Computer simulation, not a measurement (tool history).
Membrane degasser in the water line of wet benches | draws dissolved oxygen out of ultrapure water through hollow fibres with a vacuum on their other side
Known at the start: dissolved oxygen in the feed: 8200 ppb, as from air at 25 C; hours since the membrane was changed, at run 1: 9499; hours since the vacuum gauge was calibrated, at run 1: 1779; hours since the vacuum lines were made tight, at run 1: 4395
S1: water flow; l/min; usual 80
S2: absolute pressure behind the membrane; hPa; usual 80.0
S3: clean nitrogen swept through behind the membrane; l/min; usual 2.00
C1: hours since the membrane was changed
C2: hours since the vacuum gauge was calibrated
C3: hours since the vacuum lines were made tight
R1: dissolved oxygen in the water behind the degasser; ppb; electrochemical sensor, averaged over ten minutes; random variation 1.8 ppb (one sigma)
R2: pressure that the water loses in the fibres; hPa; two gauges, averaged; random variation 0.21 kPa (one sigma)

Run 1, hour 0.0: usual settings; C1 9499; C2 1779; C3 4395. Result: R1 402.0 ppb, R2 491.5 hPa.
Run 2, hour 164.8: usual settings; C1 9663; C2 1944; C3 4560. Result: R1 399.4 ppb, R2 489.0 hPa.
Run 3, hour 332.9: usual settings; C1 9832; C2 2112; C3 4728. Result: R1 400.0 ppb, R2 487.6 hPa.
Run 4, hour 553.5: usual settings but S2 52.1 hPa; C1 10052; C2 2332; C3 4948. Result: R1 194.0 ppb, R2 490.9 hPa.
Run 5, hour 715.5: usual settings but S2 52.1 hPa; C1 10214; C2 2494; C3 5110. Result: R1 194.6 ppb, R2 491.0 hPa.
Run 6, hour 826.6: usual settings but S2 52.1 hPa; C1 10325; C2 2605; C3 5221. Result: R1 194.0 ppb, R2 493.7 hPa.
Run 7, hour 1094.1: usual settings but S2 52.1 hPa; C1 10593; C2 2873; C3 5489. Result: R1 195.6 ppb, R2 488.4 hPa.
Run 8, hour 1224.1: usual settings but S2 68.7 hPa; C1 10723; C2 3003; C3 5619. Result: R1 322.2 ppb, R2 491.1 hPa.
Run 9, hour 1412.5: usual settings but S2 68.7 hPa; C1 10911; C2 3191; C3 5807. Result: R1 325.6 ppb, R2 492.3 hPa.
Run 10, hour 1555.0: usual settings; C1 11054; C2 3334; C3 5950. Result: R1 409.2 ppb, R2 493.7 hPa.
Run 11, hour 1727.5: usual settings; C1 11226; C2 3506; C3 6122. Result: R1 407.7 ppb, R2 493.5 hPa.
At hour 1867.8: seals of the vacuum lines changed.
Run 12, hour 1942.3: usual settings; C1 11439; C2 3719; C3 74. Result: R1 411.7 ppb, R2 498.3 hPa.
Run 13, hour 2146.0: usual settings; C1 11643; C2 3923; C3 278. Result: R1 413.0 ppb, R2 493.0 hPa.
Run 14, hour 2279.0: usual settings; C1 11776; C2 4056; C3 411. Result: R1 413.0 ppb, R2 497.1 hPa.
Run 15, hour 2545.9: usual settings but S1 100 l/min; C1 12043; C2 4323; C3 678. Result: R1 497.8 ppb, R2 622.1 hPa.
Run 16, hour 2714.0: usual settings but S1 100 l/min; C1 12211; C2 4491; C3 846. Result: R1 499.4 ppb, R2 619.4 hPa.
Run 17, hour 2945.6: usual settings but S1 100 l/min; C1 12442; C2 4722; C3 1078. Result: R1 502.7 ppb, R2 620.6 hPa.
Run 18, hour 3058.1: usual settings but S1 86 l/min, S2 164.9 hPa; C1 12555; C2 4835; C3 1190. Result: R1 1049.1 ppb, R2 533.8 hPa.
Run 19, hour 3183.5: usual settings but S1 126 l/min, S2 124.4 hPa, S3 4.04 l/min; C1 12680; C2 4960; C3 1316. Result: R1 653.3 ppb, R2 780.1 hPa.
Run 20, hour 3385.8: usual settings but S1 126 l/min, S2 124.4 hPa, S3 4.04 l/min; C1 12882; C2 5163; C3 1518. Result: R1 645.3 ppb, R2 784.6 hPa.
Run 21, hour 3588.5: usual settings but S1 126 l/min, S2 124.4 hPa, S3 4.04 l/min; C1 13085; C2 5365; C3 1721. Result: R1 649.8 ppb, R2 781.8 hPa.
At hour 3678.5: vacuum gauge calibrated.
Run 22, hour 3755.5: usual settings but S1 126 l/min, S2 124.4 hPa, S3 4.04 l/min; C1 13252; C2 77; C3 1887. Result: R1 635.7 ppb, R2 790.0 hPa.
Run 23, hour 3938.4: usual settings but S1 126 l/min, S2 124.4 hPa, S3 4.04 l/min; C1 13435; C2 260; C3 2070. Result: R1 642.0 ppb, R2 783.7 hPa.
Run 24, hour 4066.7: usual settings but S1 126 l/min, S2 124.4 hPa, S3 2.33 l/min; C1 13563; C2 388; C3 2198. Result: R1 919.8 ppb, R2 784.4 hPa.
Run 25, hour 4309.0: usual settings but S1 126 l/min, S2 124.4 hPa, S3 2.33 l/min; C1 13805; C2 631; C3 2441. Result: R1 926.5 ppb, R2 784.7 hPa.
Run 26, hour 4447.3: usual settings but S1 126 l/min, S2 124.4 hPa, S3 2.33 l/min; C1 13944; C2 769; C3 2579. Result: R1 925.3 ppb, R2 781.9 hPa.
Run 27, hour 4668.0: usual settings but S1 77 l/min, S2 131.9 hPa, S3 1.68 l/min; C1 14164; C2 990; C3 2800. Result: R1 850.2 ppb, R2 481.1 hPa.
Run 28, hour 4914.1: usual settings but S1 72 l/min, S2 69.9 hPa, S3 1.68 l/min; C1 14410; C2 1236; C3 3046. Result: R1 338.6 ppb, R2 450.8 hPa.
Run 29, hour 5151.7: usual settings but S1 71 l/min, S2 93.0 hPa, S3 2.24 l/min; C1 14648; C2 1473; C3 3283. Result: R1 414.9 ppb, R2 443.4 hPa.

Forecast each of these 3 alternatives for the next run:
Run A, hour 5335.9: usual settings but S1 119 l/min, S2 99.8 hPa, S3 4.13 l/min; C1 14832; C2 1657; C3 3468. Result: R1 ?, R2 ?.
Run B, hour 5335.9: usual settings but S1 54 l/min, S2 53.4 hPa, S3 1.63 l/min; C1 14832; C2 1657; C3 3468. Result: R1 ?, R2 ?.
Run C, hour 5335.9: usual settings but S1 74 l/min, S2 100.6 hPa, S3 4.45 l/min; C1 14832; C2 1657; C3 3468. Result: R1 ?, R2 ?.

run     R1     R2
  A  471.7  741.3
  B  161.5  337.5
  C  280.4  464.6
Without the tool's hidden state the same runs would have given:
run     R1     R2
  A  449.6  695.9
  B  152.4  316.9
  C  269.6  436.3
